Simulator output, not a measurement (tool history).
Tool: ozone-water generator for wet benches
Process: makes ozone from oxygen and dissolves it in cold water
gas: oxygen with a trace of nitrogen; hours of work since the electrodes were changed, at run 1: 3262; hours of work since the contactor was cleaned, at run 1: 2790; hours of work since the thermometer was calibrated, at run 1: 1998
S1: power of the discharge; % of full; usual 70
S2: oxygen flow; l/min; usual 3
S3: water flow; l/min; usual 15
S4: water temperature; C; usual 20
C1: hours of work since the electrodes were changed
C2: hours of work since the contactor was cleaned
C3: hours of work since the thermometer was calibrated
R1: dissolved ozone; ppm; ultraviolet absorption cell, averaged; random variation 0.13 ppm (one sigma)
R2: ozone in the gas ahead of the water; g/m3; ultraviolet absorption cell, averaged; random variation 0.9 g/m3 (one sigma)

run 1 hour=0 | S1=70 S2=3 S3=15 S4=20 | C1=3262 C2=2790 C3=1998 | R1=12.3 R2=137.8
run 2 hour=166 | S1=70 S2=3 S3=15 S4=20 | C1=3381 C2=2909 C3=2118 | R1=12.4 R2=136.4
run 3 hour=284.5 | S1=70 S2=3 S3=15 S4=20 | C1=3466 C2=2994 C3=2203 | R1=12.3 R2=136.6
run 4 hour=440.8 | S1=70 S2=3 S3=15 S4=20 | C1=3578 C2=3107 C3=2315 | R1=12.3 R2=134.1
run 5 hour=590.4 | S1=70 S2=3 S3=15 S4=17 | C1=3686 C2=3214 C3=2422 | R1=12.9 R2=135.3
run 6 hour=703.8 | S1=70 S2=3 S3=15 S4=17 | C1=3767 C2=3295 C3=2504 | R1=12.7 R2=135.3
run 7 hour=879.9 | S1=70 S2=3 S3=15 S4=14 | C1=3894 C2=3422 C3=2630 | R1=13.2 R2=133
run 8 hour=1053.2 | S1=75 S2=3 S3=15 S4=20 | C1=4018 C2=3546 C3=2755 | R1=12.9 R2=143.5
run 9 hour=1164.7 | S1=75 S2=3 S3=15 S4=20 | C1=4098 C2=3626 C3=2835 | R1=12.9 R2=141.6
run 10 hour=1303.3 | S1=75 S2=3 S3=15 S4=20 | C1=4198 C2=3726 C3=2934 | R1=12.8 R2=140.8
run 11 hour=1414.6 | S1=75 S2=3 S3=15 S4=20 | C1=4278 C2=3806 C3=3014 | R1=12.7 R2=141
run 12 hour=1568.2 | S1=75 S2=3 S3=15 S4=20 | C1=4388 C2=3916 C3=3124 | R1=12.7 R2=141
run 13 hour=1691.5 | S1=70 S2=3 S3=15 S4=13 | C1=4476 C2=4005 C3=3213 | R1=12.9 R2=133.4
run 14 hour=1847 | S1=62 S2=3 S3=15 S4=20 | C1=4588 C2=4116 C3=3324 | R1=10.7 R2=117.2
run 15 hour=1973.2 | S1=62 S2=3 S3=15 S4=20 | C1=4679 C2=4207 C3=3415 | R1=10.9 R2=118.5
-- hour=1988.5 water thermometer calibrated
run 16 hour=2183.5 | S1=62 S2=3 S3=15 S4=20 | C1=4829 C2=4357 C3=140 | R1=10.5 R2=120.3
run 17 hour=2366.2 | S1=70 S2=3 S3=15 S4=20 | C1=4960 C2=4488 C3=271 | R1=11.7 R2=129
-- hour=2385.5 water thermometer calibrated, once more
run 18 hour=2560.4 | S1=41 S2=3 S3=9 S4=20 | C1=5099 C2=4628 C3=126 | R1=11.5 R2=84.1
-- hour=2749.5 contactor cleaned
run 19 hour=2772.2 | S1=41 S2=3 S3=9 S4=20 | C1=5249 C2=16 C3=275 | R1=11.8 R2=84
run 20 hour=2911.4 | S1=41 S2=3 S3=9 S4=20 | C1=5348 C2=116 C3=375 | R1=11.5 R2=83.4
run 21 hour=3005.5 | S1=41 S2=3 S3=9 S4=20 | C1=5416 C2=184 C3=442 | R1=11.7 R2=84.6
run 22 hour=3196.5 | S1=41 S2=5.35 S3=23 S4=20 | C1=5553 C2=321 C3=579 | R1=5 R2=55.9
run 23 hour=3326.3 | S1=67 S2=4.83 S3=23 S4=20 | C1=5646 C2=414 C3=673 | R1=7.3 R2=89.9
run 24 hour=3469.1 | S1=67 S2=2.46 S3=19 S4=20 | C1=5749 C2=517 C3=775 | R1=9.2 R2=139.8
run 25 hour=3657.5 | S1=70 S2=3 S3=15 S4=18 | C1=5884 C2=652 C3=910 | R1=12.1 R2=125.9
run 26 hour=3852.5 | S1=89 S2=1.77 S3=15 S4=18 | C1=6024 C2=792 C3=1050 | R1=14.4 R2=216.9
run 27 hour=4063.1 | S1=95 S2=3.51 S3=23 S4=19 | C1=6175 C2=943 C3=1202 | R1=9.9 R2=143.2
run 28 hour=4211.3 | S1=56 S2=2.66 S3=15 S4=20 | C1=6282 C2=1049 C3=1308 | R1=9.7 R2=112.8
run 29 hour=4310.9 | S1=90 S2=3.57 S3=10 S4=28 | C1=6353 C2=1121 C3=1379 | R1=16.5 R2=133.2
run 30 hour=4517 | S1=90 S2=3.57 S3=10 S4=28 | C1=6501 C2=1269 C3=1527 | R1=16.2 R2=132.3
run 31 hour=4619.1 | S1=90 S2=3.15 S3=10 S4=16 | C1=6574 C2=1342 C3=1601 | R1=20.2 R2=146.4
run 32 hour=4785.4 | S1=90 S2=3.15 S3=10 S4=16 | C1=6694 C2=1462 C3=1720 | R1=20.3 R2=146
run 33 hour=4977.8 | S1=49 S2=3 S3=15 S4=14 | C1=6832 C2=1600 C3=1858 | R1=9.3 R2=93

Forecast each of these 3 alternatives for the next run:
run A hour=5123.1 | S1=70 S2=2.66 S3=15 S4=19 | C1=6936 C2=1704 C3=1962 | R1=? R2=?
run B hour=5123.1 | S1=49 S2=3 S3=16 S4=14 | C1=6936 C2=1704 C3=1962 | R1=? R2=?
run C hour=5123.1 | S1=49 S2=1.51 S3=15 S4=14 | C1=6936 C2=1704 C3=1962 | R1=? R2=?

run=A R1=11.4 R2=132.5
run=B R1=8.7 R2=92.3
run=C R1=9.1 R2=145.3
Without the tool's hidden state the same runs would have given:
run=A R1=14.3 R2=163
run=B R1=10.2 R2=106.7
run=C R1=10.7 R2=167.9
